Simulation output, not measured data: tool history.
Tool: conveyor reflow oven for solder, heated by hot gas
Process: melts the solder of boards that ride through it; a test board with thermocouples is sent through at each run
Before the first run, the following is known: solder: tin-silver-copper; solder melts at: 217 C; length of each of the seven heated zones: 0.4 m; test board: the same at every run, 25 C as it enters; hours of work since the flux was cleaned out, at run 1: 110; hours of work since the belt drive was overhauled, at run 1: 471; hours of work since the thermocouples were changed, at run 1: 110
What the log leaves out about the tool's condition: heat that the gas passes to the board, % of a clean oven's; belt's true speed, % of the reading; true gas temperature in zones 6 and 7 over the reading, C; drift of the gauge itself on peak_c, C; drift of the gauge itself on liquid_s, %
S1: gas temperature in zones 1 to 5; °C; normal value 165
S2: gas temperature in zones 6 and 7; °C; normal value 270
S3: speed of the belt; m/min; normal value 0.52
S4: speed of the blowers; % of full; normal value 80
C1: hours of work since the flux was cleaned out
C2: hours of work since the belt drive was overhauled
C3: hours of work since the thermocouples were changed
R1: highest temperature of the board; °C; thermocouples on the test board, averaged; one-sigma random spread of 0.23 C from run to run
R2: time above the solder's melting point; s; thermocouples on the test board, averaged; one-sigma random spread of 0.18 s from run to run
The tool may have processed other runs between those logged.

run   hour   S1   S2     S3  S4   C1   C2   C3     R1    R2
  1      0  165  270   0.52  80  110  471  110  258.5  71.8
  2   56.7  165  270   0.52  80  145  506  145  257.7  71.4
  3   87.4  165  270   0.52  80  164  525  164  257.9  71.6
       101  -- flux residue cleaned out of gas plates and filters
  4  131.5  177  270   0.52  80   19  549  188  259.8    78
  5  171.7  165  267   0.52  80   44  574  213  255.6  70.6
  6  220.6  165  267   0.52  80   74  604  243  255.4  70.3
  7  278.6  165  267   0.52  80  110  640  279  254.6  70.1
  8  316.5  165  267   0.52  80  133  664  302  254.3  69.7
     324.3  -- belt drive overhauled, speed set with a stopwatch
  9  364.1  165  270   0.52  80  160   25  329  257.1  71.7
     380.7  -- flux residue cleaned out of gas plates and filters
 10  417.8  165  270   0.52  80   23   55  359  258.1  72.4
 11  472.2  165  270   0.52  80   56   88  393  257.8  72.1
     501.6  -- belt drive overhauled, speed set with a stopwatch, once more
 12  502.7  165  270   0.52  80   73    1  409  257.5  71.3
 13  533.8  164  270   0.52  55   92   20  428  253.3  66.4
 14  570.3  166  271   0.52  65  115   42  451  256.3  69.9
 15  599.9  166  271   0.52  65  133   61  469  256.2  69.9
 16  633.3  166  271  0.529  65  153   81  490  255.1  67.9
     661.4  -- flux residue cleaned out of gas plates and filters
 17    665  175  262  0.529  65    2   98  506  249.2  67.1
 18    705  176  270  0.457  80   27  122  531  261.7  90.6
 19  735.2  166  259  0.436  53   46  141  549  248.3  77.5
 20  792.2  156  265   0.52  58   81  176  585  247.8  59.1
 21  820.6  179  263   0.52  51   98  194  602  248.1  68.5
 22  867.2  150  271   0.52  80  127  223  631    256  65.3
 23  891.8  150  271   0.52  80  142  238  646  255.6  65.6

Hidden condition of the tool, last listed run before each entry between runs versus first listed run after:
After run 3, before run 4: flux residue cleaned out of gas plates and filters (hour 101)
  heat that the gas passes to the board, % of a clean oven's: 94.4 -> 98.7; belt's true speed, % of the reading: 99.59 -> 99.57; true gas temperature in zones 6 and 7 over the reading, C: -0.22 -> -0.29
  the result without the hidden state subtracted from the measured one, R1: -1.3 -> -0.4 °C; R2: -1 -> +0 s
After run 8, before run 9: belt drive overhauled, speed set with a stopwatch (hour 324.3)
  heat that the gas passes to the board, % of a clean oven's: 95.2 -> 94.5; belt's true speed, % of the reading: 99.47 -> 99.25; true gas temperature in zones 6 and 7 over the reading, C: -0.57 -> -0.64
  the result without the hidden state subtracted from the measured one, R1: -1.4 -> -1.5 °C; R2: -1 -> -0.8 s
After run 9, before run 10: flux residue cleaned out of gas plates and filters (hour 380.7)
  heat that the gas passes to the board, % of a clean oven's: 94.5 -> 98.3; belt's true speed, % of the reading: 99.25 -> 99.23; true gas temperature in zones 6 and 7 over the reading, C: -0.64 -> -0.72
  the result without the hidden state subtracted from the measured one, R1: -1.5 -> -0.9 °C; R2: -0.8 -> +0 s
After run 11, before run 12: belt drive overhauled, speed set with a stopwatch, once more (hour 501.6)
  heat that the gas passes to the board, % of a clean oven's: 97.3 -> 96.7; belt's true speed, % of the reading: 99.2 -> 99.84; true gas temperature in zones 6 and 7 over the reading, C: -0.81 -> -0.85
  the result without the hidden state subtracted from the measured one, R1: -1.1 -> -1.5 °C; R2: -0.3 -> -1.1 s
After run 16, before run 17: flux residue cleaned out of gas plates and filters (hour 661.4)
  heat that the gas passes to the board, % of a clean oven's: 94.4 -> 99.4; belt's true speed, % of the reading: 99.77 -> 99.76; true gas temperature in zones 6 and 7 over the reading, C: -1.06 -> -1.1
  the result without the hidden state subtracted from the measured one, R1: -2 -> -1 °C; R2: -1.8 -> -0.7 s
